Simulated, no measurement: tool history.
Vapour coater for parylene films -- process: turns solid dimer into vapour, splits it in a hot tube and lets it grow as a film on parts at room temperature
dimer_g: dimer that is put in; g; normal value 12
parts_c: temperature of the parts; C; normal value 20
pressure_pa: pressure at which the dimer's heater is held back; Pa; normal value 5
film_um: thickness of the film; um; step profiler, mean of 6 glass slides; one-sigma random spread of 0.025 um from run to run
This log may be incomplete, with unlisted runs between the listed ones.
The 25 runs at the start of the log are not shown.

run   hour  dimer_g  parts_c  pressure_pa  film_um
 26  301.7        9       14         9.36     1.42
 27  315.6        9       30        11.12     0.83
 28    327        6       23        11.12      0.7
 29  342.9        9       23         4.09     1.23
 30  357.6        9       23         4.09     1.25
 31    368        9       23         4.09     1.21
 32  382.6       16       19         3.22     2.59
 33    394       16       19         3.22     2.63
 34  407.7       12       16         2.31      2.3
 35  423.3       12       20        11.18     1.51
 36  439.8       12       20        11.18     1.51
 37    453       12       20        11.18      1.5
 38  464.9       12       20        11.18      1.5
 39  477.5       12       20        11.18      1.5

Alternative continuations, all from the tool just after run 39; predict every row:
  A  487.9        6       20            8        ?
  B  487.9        7       12        11.18        ?
  C  487.9       12       16        11.18        ?

run  film_um
  A     0.79
  B     1.12
  C     1.68
What these runs would have given with no unlogged condition in the tool:
run  film_um
  A     0.83
  B     1.18
  C     1.77
